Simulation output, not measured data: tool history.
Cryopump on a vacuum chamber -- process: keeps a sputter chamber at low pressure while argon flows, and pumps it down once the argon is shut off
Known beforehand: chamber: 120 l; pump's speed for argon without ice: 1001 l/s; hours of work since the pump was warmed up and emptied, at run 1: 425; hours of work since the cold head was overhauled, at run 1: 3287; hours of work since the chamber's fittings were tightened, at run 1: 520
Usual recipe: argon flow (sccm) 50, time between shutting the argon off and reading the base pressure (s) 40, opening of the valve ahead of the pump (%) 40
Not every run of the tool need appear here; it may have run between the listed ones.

run,day,argon flow (sccm),time between shutting the argon off and reading the base pressure (s),opening of the valve ahead of the pump (%),hours of work since the pump was warmed up and emptied,hours of work since the cold head was overhauled,hours of work since the chamber's fittings were tightened,pressure while argon flows (Pa),pressure after the wait (uPa)
1,0,50,40,40,425,3287,520,0.2376,4.73
2,4.654,50,40,25,514,3376,610,0.3725,4.92
3,7.871,50,40,25,576,3438,671,0.3778,4.96
4,11.292,50,40,54,642,3504,737,0.202,5.22
# day 12.392: pump warmed up, emptied and cooled again
5,16.954,50,40,30,87,3608,841,0.2886,4.72
6,20.708,88,40,30,159,3680,913,0.5169,4.85
7,24.788,50,40,40,238,3758,991,0.2266,5.25
8,30.296,50,40,40,343,3864,1097,0.2336,5.31
9,35.008,50,40,40,433,3954,1187,0.2411,5.62
10,37.362,50,40,40,479,3999,1233,0.2451,5.72
11,41.417,50,40,40,556,4077,1310,0.252,6.01
12,43.767,50,53,40,601,4122,1355,0.2566,5.31
# day 47.025: pump warmed up, emptied and cooled again
13,48.9,50,53,40,36,4216,1450,0.2166,4.54
14,53.012,50,53,40,115,4295,1528,0.2196,4.76
15,55.408,50,40,40,161,4341,1574,0.2204,5.69
16,59,50,40,52,230,4410,1643,0.178,5.88
17,61.638,50,40,52,280,4461,1694,0.182,5.93
18,65.488,50,29,23,354,4534,1768,0.3905,7.54
19,70.8,44,37,41,456,4636,1869,0.2079,6.88
20,74.2,47,21,38,521,4701,1935,0.2427,9.99
21,78.317,47,21,38,600,4780,2013,0.2484,10.11
# day 81.771: pump warmed up, emptied and cooled again
22,82.658,47,21,38,17,4859,2093,0.2134,9.42
23,87.362,97,175,26,107,4950,2183,0.6464,3.63
24,91.646,27,175,19,189,5032,2265,0.2471,3.89
25,97.1,27,175,19,294,5136,2370,0.2484,4.04
26,102.329,27,175,19,394,5237,2470,0.2534,4.52
27,107.5,24,120,32,493,5336,2569,0.1436,5.2
28,110.346,52,183,26,548,5390,2623,0.378,4.94
29,115.029,50,218,31,637,5480,2713,0.3198,5.35
# day 116.792: pump warmed up, emptied and cooled again
30,120.496,67,40,16,71,5581,2814,0.7198,6.95
31,124.671,50,22,17,151,5661,2894,0.5113,10
32,126.992,40,22,15,195,5705,2938,0.4597,9.75
33,130.638,50,60,25,265,5775,3008,0.3568,6.58
34,136.171,86,52,34,371,5881,3114,0.4699,7.31

Below are 4 alternative next runs, each starting from the tool's condition after run 34. Predict each:
A,139.392,86,50,27,433,5943,3176,?,?
B,139.392,49,21,25,433,5943,3176,?,?
C,139.392,86,108,19,433,5943,3176,?,?
D,139.392,21,287,58,433,5943,3176,?,?

run,pressure while argon flows (Pa),pressure after the wait (uPa)
A,0.5938,7.32
B,0.3622,11
C,0.8156,6.01
D,0.0734,5.11
Had the tool no hidden state, the same runs would have come out as:
run,pressure while argon flows (Pa),pressure after the wait (uPa)
A,0.5408,3.04
B,0.3321,6.73
C,0.7631,1.61
D,0.0605,0.77
